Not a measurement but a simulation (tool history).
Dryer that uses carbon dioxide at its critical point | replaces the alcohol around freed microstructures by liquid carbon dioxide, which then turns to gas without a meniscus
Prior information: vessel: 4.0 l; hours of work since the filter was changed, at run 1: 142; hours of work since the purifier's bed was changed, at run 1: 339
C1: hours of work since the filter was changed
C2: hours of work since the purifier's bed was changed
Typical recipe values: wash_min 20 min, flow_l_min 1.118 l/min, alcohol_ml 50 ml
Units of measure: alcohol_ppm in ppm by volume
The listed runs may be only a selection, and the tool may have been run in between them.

Run 1, day 0.000: usual settings; C1 142; C2 339. Result: alcohol_ppm 171 ppm by volume.
Run 2, day 1.579: usual settings; C1 154; C2 351. Result: alcohol_ppm 183 ppm by volume.
At day 3.471: inlet filter changed.
Run 3, day 3.654: usual settings but alcohol_ml 32 ml; C1 1; C2 367. Result: alcohol_ppm 109 ppm by volume.
Run 4, day 5.146: usual settings but alcohol_ml 32 ml; C1 13; C2 378. Result: alcohol_ppm 112 ppm by volume.
Run 5, day 6.538: usual settings but flow_l_min 0.820 l/min; C1 24; C2 389. Result: alcohol_ppm 382 ppm by volume.
Run 6, day 8.896: usual settings; C1 42; C2 408. Result: alcohol_ppm 158 ppm by volume.
Run 7, day 9.996: usual settings; C1 51; C2 416. Result: alcohol_ppm 154 ppm by volume.
Run 8, day 11.212: usual settings; C1 60; C2 426. Result: alcohol_ppm 166 ppm by volume.
Run 9, day 12.512: usual settings; C1 71; C2 436. Result: alcohol_ppm 155 ppm by volume.
Run 10, day 14.317: usual settings but flow_l_min 1.020 l/min, alcohol_ml 36 ml; C1 85; C2 450. Result: alcohol_ppm 178 ppm by volume.
Run 11, day 15.608: usual settings but flow_l_min 1.630 l/min, alcohol_ml 100 ml; C1 95; C2 460. Result: alcohol_ppm 97 ppm by volume.
Run 12, day 16.771: usual settings but wash_min 19 min, flow_l_min 0.960 l/min, alcohol_ml 49 ml; C1 104; C2 469. Result: alcohol_ppm 343 ppm by volume.
Run 13, day 18.333: usual settings but wash_min 14 min, flow_l_min 0.960 l/min, alcohol_ml 21 ml; C1 116; C2 482. Result: alcohol_ppm 397 ppm by volume.
Run 14, day 20.683: usual settings but flow_l_min 1.860 l/min, alcohol_ml 57 ml; C1 135; C2 500. Result: alcohol_ppm 74 ppm by volume.
Run 15, day 21.800: usual settings but wash_min 13 min, flow_l_min 1.770 l/min, alcohol_ml 36 ml; C1 143; C2 509. Result: alcohol_ppm 157 ppm by volume.
Run 16, day 23.958: usual settings but wash_min 13 min, flow_l_min 1.770 l/min, alcohol_ml 36 ml; C1 160; C2 526. Result: alcohol_ppm 172 ppm by volume.
At day 24.925: inlet filter changed.
Run 17, day 25.171: usual settings but wash_min 23 min, alcohol_ml 111 ml; C1 2; C2 535. Result: alcohol_ppm 160 ppm by volume.

Below are 4 alternative next runs, each starting from the tool's condition after run 17. Predict each:
Run A, day 27.462: usual settings but wash_min 15 min, flow_l_min 1.780 l/min, alcohol_ml 96 ml; C1 20; C2 553. Result: alcohol_ppm ?.
Run B, day 27.462: usual settings but wash_min 28 min; C1 20; C2 553. Result: alcohol_ppm ?.
Run C, day 27.462: usual settings but flow_l_min 1.680 l/min, alcohol_ml 46 ml; C1 20; C2 553. Result: alcohol_ppm ?.
Run D, day 27.462: usual settings but wash_min 22 min, flow_l_min 0.790 l/min; C1 20; C2 553. Result: alcohol_ppm ?.

run  alcohol_ppm
  A          143
  B           77
  C           70
  D          329
Without the tool's unlogged condition, the same runs would have read:
run  alcohol_ppm
  A           70
  B            7
  C            2
  D          247
